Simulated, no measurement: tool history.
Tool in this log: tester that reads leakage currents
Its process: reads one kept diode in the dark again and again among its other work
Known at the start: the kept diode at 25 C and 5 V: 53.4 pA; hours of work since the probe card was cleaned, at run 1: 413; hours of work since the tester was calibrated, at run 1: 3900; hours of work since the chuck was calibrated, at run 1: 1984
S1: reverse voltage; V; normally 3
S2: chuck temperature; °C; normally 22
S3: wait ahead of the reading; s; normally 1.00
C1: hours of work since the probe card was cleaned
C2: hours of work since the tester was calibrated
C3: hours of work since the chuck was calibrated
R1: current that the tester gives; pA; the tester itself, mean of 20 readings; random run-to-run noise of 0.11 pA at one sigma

run    hour  S1  S2    S3    C1    C2    C3      R1
  1     0.0   3  22  1.00   413  3900  1984   42.49
       36.7  -- chuck's temperature calibrated
  2   104.1   3  22  1.00   488  3975    50   34.24
  3   327.8   3  22  1.00   652  4140   214   35.42
      504.3  -- tester calibrated
  4   514.3   3  49  1.00   788     7   350  350.09
  5   712.6   3  49  0.48   934   153   496  354.12
  6   818.8   3  22  1.00  1012   231   574   37.33
  7   998.4   3  22  1.00  1144   363   706   38.32
     1205.8  -- tester calibrated, once more
  8  1230.6   3  22  1.00  1313    18   875   39.25
  9  1366.3   3  22  1.00  1413   118   975   40.00
 10  1544.5   3  22  1.00  1544   249  1106   40.90
 11  1640.9   3  22  0.35  1615   320  1177   43.57
 12  1733.8   3  22  3.93  1683   388  1245   40.82
 13  1850.1   3  22  3.93  1769   474  1331   41.24

Expected results for the next run?
 14  1999.8   3  22  3.93  1879  584  1441   ?

Run 14 yielded R1 42.38 pA.
With the hidden condition absent and the run-to-run variation left alone, this run would have shown R1 32.80 pA.
